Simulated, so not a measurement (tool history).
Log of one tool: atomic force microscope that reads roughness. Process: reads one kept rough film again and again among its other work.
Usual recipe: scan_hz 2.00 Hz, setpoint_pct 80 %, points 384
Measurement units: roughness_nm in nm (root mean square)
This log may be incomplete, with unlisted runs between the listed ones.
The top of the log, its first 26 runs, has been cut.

Run 27, hour 848.0: usual settings but scan_hz 0.54 Hz, setpoint_pct 90 %, points 313. Result: roughness_nm 1.376 nm (root mean square).
At hour 861.8: new tip fitted.
Run 28, hour 871.6: usual settings but scan_hz 0.54 Hz, setpoint_pct 90 %, points 313. Result: roughness_nm 1.388 nm (root mean square).
Run 29, hour 898.9: usual settings but scan_hz 1.08 Hz, setpoint_pct 59 %, points 313. Result: roughness_nm 1.399 nm (root mean square).
Run 30, hour 933.9: usual settings but scan_hz 1.21 Hz, setpoint_pct 83 %, points 632. Result: roughness_nm 1.367 nm (root mean square).
Run 31, hour 966.2: usual settings but scan_hz 1.21 Hz, setpoint_pct 83 %, points 632. Result: roughness_nm 1.372 nm (root mean square).
Run 32, hour 997.9: usual settings but scan_hz 2.21 Hz, points 347. Result: roughness_nm 1.337 nm (root mean square).
Run 33, hour 1026.6: usual settings but setpoint_pct 55 %, points 749. Result: roughness_nm 1.408 nm (root mean square).
Run 34, hour 1051.0: usual settings but scan_hz 0.76 Hz, setpoint_pct 88 %, points 730. Result: roughness_nm 1.385 nm (root mean square).

What will run 35 give?
Run 35, hour 1075.4: usual settings but scan_hz 0.76 Hz, setpoint_pct 88 %, points 730. Result: roughness_nm ?.

{"run 35": {"roughness_nm": 1.381}}
If the tool had no hidden condition, the same run with the same run-to-run variation would have returned roughness_nm 1.383 nm (root mean square).
